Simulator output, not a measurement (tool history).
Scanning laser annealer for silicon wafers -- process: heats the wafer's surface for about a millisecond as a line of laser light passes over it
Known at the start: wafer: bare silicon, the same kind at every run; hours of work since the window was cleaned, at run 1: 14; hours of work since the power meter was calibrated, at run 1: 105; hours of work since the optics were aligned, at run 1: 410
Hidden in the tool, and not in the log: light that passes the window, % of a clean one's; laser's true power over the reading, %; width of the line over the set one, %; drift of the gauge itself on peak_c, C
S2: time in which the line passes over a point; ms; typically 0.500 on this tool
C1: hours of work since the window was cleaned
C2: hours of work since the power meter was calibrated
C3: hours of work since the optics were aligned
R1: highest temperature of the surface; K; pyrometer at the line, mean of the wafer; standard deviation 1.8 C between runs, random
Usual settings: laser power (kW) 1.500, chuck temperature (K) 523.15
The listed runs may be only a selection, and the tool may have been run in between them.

Run 1, hour 0.0: usual settings; C1 14; C2 105; C3 410. Result: R1 1348.15 K.
Run 2, hour 11.4: usual settings but chuck temperature (K) 562.15; C1 18; C2 110; C3 415. Result: R1 1386.15 K.
Run 3, hour 16.8: usual settings; C1 21; C2 112; C3 418. Result: R1 1347.15 K.
Run 4, hour 29.9: usual settings; C1 26; C2 118; C3 423. Result: R1 1350.15 K.
Run 5, hour 40.3: usual settings; C1 31; C2 122; C3 428. Result: R1 1348.15 K.
Run 6, hour 48.1: usual settings; C1 34; C2 125; C3 431. Result: R1 1351.15 K.
Run 7, hour 56.4: usual settings; C1 37; C2 129; C3 434. Result: R1 1349.15 K.
Run 8, hour 64.6: usual settings; C1 41; C2 132; C3 438. Result: R1 1349.15 K.
Run 9, hour 71.6: usual settings but S2 0.517 ms; C1 44; C2 135; C3 441. Result: R1 1361.15 K.
Run 10, hour 84.3: usual settings but S2 0.517 ms, chuck temperature (K) 525.15; C1 49; C2 141; C3 446. Result: R1 1364.15 K.
Run 11, hour 95.2: usual settings; C1 54; C2 145; C3 451. Result: R1 1347.15 K.
Run 12, hour 105.8: usual settings; C1 58; C2 150; C3 455. Result: R1 1350.15 K.
Run 13, hour 113.7: usual settings; C1 61; C2 153; C3 458. Result: R1 1347.15 K.
Run 14, hour 119.3: usual settings; C1 64; C2 155; C3 461. Result: R1 1347.15 K.
Run 15, hour 131.5: usual settings; C1 69; C2 161; C3 466. Result: R1 1346.15 K.
Run 16, hour 139.4: usual settings; C1 72; C2 164; C3 469. Result: R1 1348.15 K.
Run 17, hour 144.8: usual settings but laser power (kW) 1.562; C1 75; C2 166; C3 472. Result: R1 1387.15 K.
Run 18, hour 151.3: usual settings but laser power (kW) 1.562; C1 77; C2 169; C3 474. Result: R1 1386.15 K.
Run 19, hour 161.2: usual settings but laser power (kW) 1.562; C1 82; C2 173; C3 479. Result: R1 1385.15 K.
Run 20, hour 170.0: usual settings but laser power (kW) 1.562; C1 85; C2 177; C3 482. Result: R1 1387.15 K.
At hour 174.1: laser's power meter calibrated.
Run 21, hour 179.5: usual settings but laser power (kW) 1.622, S2 0.366 ms; C1 88; C2 2; C3 485. Result: R1 1300.15 K.
Run 22, hour 185.1: usual settings but laser power (kW) 1.542, S2 0.366 ms, chuck temperature (K) 494.15; C1 90; C2 5; C3 487. Result: R1 1226.15 K.
Run 23, hour 191.4: usual settings but laser power (kW) 1.542, S2 0.366 ms, chuck temperature (K) 494.15; C1 93; C2 7; C3 490. Result: R1 1227.15 K.
At hour 200.5: laser's power meter calibrated, once more.
Run 24, hour 200.9: usual settings but S2 0.556 ms, chuck temperature (K) 547.15; C1 96; C2 0; C3 493. Result: R1 1412.15 K.
Run 25, hour 213.0: usual settings but laser power (kW) 1.613, S2 0.556 ms, chuck temperature (K) 493.15; C1 101; C2 5; C3 498. Result: R1 1434.15 K.
Run 26, hour 220.6: usual settings but laser power (kW) 1.571, chuck temperature (K) 494.15; C1 104; C2 8; C3 501. Result: R1 1362.15 K.

Run 27 comes next. What will it give?
Run 27, hour 229.7: usual settings but laser power (kW) 1.442, S2 0.365 ms, chuck temperature (K) 509.15; C1 108; C2 12; C3 505. Result: R1 ?.

R1: 1181.15 K
Minus the tool's unlogged condition, the same run would have read R1 1193.15 K.

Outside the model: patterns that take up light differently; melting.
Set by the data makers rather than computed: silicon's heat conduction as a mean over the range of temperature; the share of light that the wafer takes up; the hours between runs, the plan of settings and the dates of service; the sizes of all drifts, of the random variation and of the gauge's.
